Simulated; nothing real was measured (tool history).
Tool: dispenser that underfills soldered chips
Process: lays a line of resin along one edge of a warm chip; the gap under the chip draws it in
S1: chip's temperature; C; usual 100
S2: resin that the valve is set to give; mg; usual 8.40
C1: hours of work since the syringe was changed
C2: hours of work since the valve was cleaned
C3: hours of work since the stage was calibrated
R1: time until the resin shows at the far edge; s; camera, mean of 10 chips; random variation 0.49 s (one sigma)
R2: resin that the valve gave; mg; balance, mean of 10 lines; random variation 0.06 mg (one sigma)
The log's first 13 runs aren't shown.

run   hour   S1     S2  C1   C2   C3     R1     R2
 14   74.8  100   9.77   3   84   54   52.5   9.06
 15   78.0  100   9.77   5   86   56   62.3   8.86
 16   81.5  100   9.77   7   88   58   76.3   9.01
      85.1  -- new syringe of resin
 17   87.2  112   9.77   1   91   61   31.7   9.04
 18   92.4  100   7.52   4   95   65   60.0   6.82
 19   97.3  100   7.52   8   98   68   80.2   6.87
     100.9  -- new syringe of resin
 20  103.3   97  10.74   2  101   71   47.9   9.73
     106.1  -- dispensing valve cleaned and set on the balance
 21  110.2   96   7.26   5    3   75   70.3   7.30
 22  114.5   96  10.24   8    5   77   85.4  10.13
     117.2  -- new syringe of resin
 23  121.5  111   8.40   3    9   82   37.3   8.31
 24  128.1   92   8.23   7   13   86   91.5   8.11
     132.8  -- new syringe of resin
 25  134.6  106   9.74   1   17   89   36.0   9.62
 26  138.5   96   7.36   3   20   92   61.4   7.15
 27  146.1  111   8.81   8   24   97   59.3   8.46
     148.4  -- new syringe of resin
 28  149.6   98   9.70   1   26   98   44.0   9.38
 29  156.5   98   9.70   5   30  103   63.6   9.44
 30  159.9  108   8.78   7   33  105   58.1   8.53
     164.0  -- new syringe of resin
 31  164.3  108   8.78   0   35  107   31.8   8.46
 32  170.2  106   8.10   4   39  111   47.3   7.67
 33  174.8   94  10.64   7   42  114   82.7  10.16
     179.4  -- new syringe of resin
 34  181.0   94  10.64   1   45  117   49.8  10.20
 35  186.6   91   8.90   4   49  121   75.0   8.54
 36  193.5   91   8.90   9   53  125  108.8   8.52

Forecast each of these 4 alternatives for the next run:
     195.0  -- new syringe of resin
  A  198.7   98  7.44   2  56  128   ?   ?
     195.0  -- new syringe of resin
  B  198.7  100  9.14   2  56  128   ?   ?
     195.0  -- new syringe of resin
  C  198.7  103  7.95   2  56  128   ?   ?
     195.0  -- new syringe of resin
  D  198.7   99  8.90   2  56  128   ?   ?

run    R1    R2
  A  51.3  7.11
  B  47.2  8.75
  C  43.5  7.62
  D  48.3  8.41
Without the tool's hidden state the same runs would have given:
run    R1    R2
  A  41.5  7.50
  B  38.6  9.23
  C  35.3  8.04
  D  39.3  8.88
